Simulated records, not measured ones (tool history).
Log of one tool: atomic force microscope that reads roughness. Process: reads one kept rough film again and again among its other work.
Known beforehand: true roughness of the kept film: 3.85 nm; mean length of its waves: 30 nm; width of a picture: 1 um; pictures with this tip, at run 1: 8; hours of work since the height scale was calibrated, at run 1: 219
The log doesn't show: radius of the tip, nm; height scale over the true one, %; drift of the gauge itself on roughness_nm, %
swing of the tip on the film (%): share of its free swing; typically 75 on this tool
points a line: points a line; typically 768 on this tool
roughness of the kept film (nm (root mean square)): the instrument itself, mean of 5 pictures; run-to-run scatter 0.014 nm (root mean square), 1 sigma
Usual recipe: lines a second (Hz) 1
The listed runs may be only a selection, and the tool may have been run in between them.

| run | day | lines a second (Hz) | swing of the tip on the film (%) | points a line | pictures with this tip | hours of work since the height scale was calibrated | roughness of the kept film (nm (root mean square)) |
|---|---|---|---|---|---|---|---|
| 1 | 0 | 1 | 75 | 768 | 8 | 219 | 3.251 |
| 2 | 0.283 | 1 | 75 | 768 | 21 | 224 | 3.271 |
| 3 | 0.696 | 1.19 | 75 | 768 | 41 | 231 | 3.224 |
| 4 | 1.254 | 1.19 | 65 | 768 | 68 | 240 | 3.321 |
| 5 | 1.708 | 1 | 75 | 768 | 90 | 248 | 3.244 |
| 6 | 2.004 | 1 | 75 | 768 | 104 | 253 | 3.245 |
| 7 | 2.521 | 1 | 75 | 768 | 129 | 261 | 3.274 |
| 8 | 2.788 | 1 | 75 | 768 | 142 | 266 | 3.269 |
| 9 | 3.108 | 1.16 | 75 | 768 | 157 | 271 | 3.238 |
| 10 | 3.65 | 1 | 75 | 768 | 184 | 280 | 3.264 |
| 11 | 4.146 | 1 | 75 | 768 | 207 | 288 | 3.271 |
| 12 | 4.692 | 1 | 75 | 768 | 234 | 297 | 3.242 |
| 13 | 5.167 | 1 | 75 | 768 | 257 | 305 | 3.268 |
| 14 | 5.496 | 1 | 75 | 768 | 272 | 311 | 3.256 |
|  | 5.725 | new tip fitted |
| 15 | 6.096 | 1 | 75 | 591 | 17 | 320 | 3.254 |
| 16 | 6.621 | 1 | 75 | 520 | 43 | 329 | 3.248 |
| 17 | 7.121 | 1 | 75 | 768 | 67 | 337 | 3.258 |
| 18 | 7.462 | 1 | 75 | 768 | 83 | 343 | 3.241 |
| 19 | 7.767 | 1 | 75 | 768 | 98 | 348 | 3.267 |
| 20 | 8.3 | 1 | 75 | 768 | 124 | 357 | 3.285 |
| 21 | 8.696 | 1 | 75 | 768 | 143 | 364 | 3.28 |
| 22 | 9.054 | 1 | 75 | 768 | 160 | 370 | 3.28 |
| 23 | 9.483 | 1 | 59 | 768 | 181 | 377 | 3.359 |
| 24 | 9.917 | 1 | 59 | 768 | 202 | 384 | 3.356 |
| 25 | 10.412 | 1 | 75 | 768 | 226 | 392 | 3.279 |
| 26 | 10.646 | 3.62 | 75 | 768 | 237 | 396 | 2.889 |
| 27 | 10.975 | 3.62 | 69 | 768 | 253 | 402 | 3.028 |
| 28 | 11.338 | 3.62 | 69 | 768 | 270 | 408 | 3.019 |
|  | 11.596 | new tip fitted |
| 29 | 11.762 | 1.89 | 80 | 356 | 8 | 414 | 3.051 |
| 30 | 12.021 | 0.54 | 79 | 363 | 20 | 419 | 3.313 |
| 31 | 12.471 | 0.54 | 79 | 790 | 42 | 426 | 3.328 |
| 32 | 12.775 | 0.54 | 63 | 790 | 57 | 431 | 3.371 |
| 33 | 13.192 | 1 | 67 | 397 | 77 | 438 | 3.315 |
| 34 | 13.588 | 1 | 67 | 397 | 96 | 445 | 3.3 |
| 35 | 14.025 | 1 | 67 | 397 | 117 | 452 | 3.313 |
| 36 | 14.288 | 2.37 | 75 | 995 | 129 | 456 | 3.05 |
| 37 | 14.675 | 1 | 80 | 306 | 148 | 463 | 3.191 |
| 38 | 15.062 | 1 | 86 | 439 | 167 | 469 | 3.128 |
| 39 | 15.621 | 0.61 | 85 | 925 | 194 | 478 | 3.257 |
| 40 | 16.104 | 1.6 | 63 | 925 | 217 | 487 | 3.297 |
| 41 | 16.521 | 3.04 | 76 | 895 | 237 | 493 | 2.927 |
| 42 | 17.033 | 3.04 | 76 | 895 | 262 | 502 | 2.957 |
| 43 | 17.425 | 1.87 | 75 | 1003 | 281 | 509 | 3.147 |
|  | 17.479 | new tip fitted |
| 44 | 17.888 | 2.46 | 83 | 527 | 20 | 516 | 2.869 |
| 45 | 18.288 | 0.65 | 85 | 329 | 39 | 523 | 3.216 |
| 46 | 18.608 | 0.52 | 75 | 454 | 55 | 528 | 3.332 |
| 47 | 18.846 | 1.49 | 75 | 347 | 66 | 532 | 3.148 |
| 48 | 19.338 | 1.49 | 58 | 426 | 90 | 540 | 3.318 |
| 49 | 19.746 | 3.98 | 61 | 380 | 110 | 547 | 3.139 |
| 50 | 20.325 | 1.23 | 64 | 281 | 137 | 556 | 3.271 |
| 51 | 20.771 | 1.23 | 86 | 737 | 159 | 564 | 3.093 |
| 52 | 21.2 | 1.23 | 86 | 737 | 180 | 571 | 3.104 |
| 53 | 21.65 | 2.19 | 75 | 768 | 201 | 579 | 3.085 |
| 54 | 22.204 | 2.49 | 67 | 768 | 228 | 588 | 3.175 |

Consider 4 possible next runs. They are alternatives, not a sequence: every one starts from the tool as it was left by run 54. What does each give?
| A | 22.567 | 2.49 | 67 | 310 | 245 | 594 | ? |
| B | 22.567 | 3.57 | 67 | 488 | 245 | 594 | ? |
| C | 22.567 | 2.73 | 64 | 980 | 245 | 594 | ? |
| D | 22.567 | 2.49 | 70 | 768 | 245 | 594 | ? |

| run | roughness of the kept film (nm (root mean square)) |
|---|---|
| A | 3.135 |
| B | 3.054 |
| C | 3.196 |
| D | 3.127 |
Without the tool's unlogged condition, the same runs would have read:
| run | roughness of the kept film (nm (root mean square)) |
|---|---|
| A | 3.143 |
| B | 3.062 |
| C | 3.204 |
| D | 3.135 |
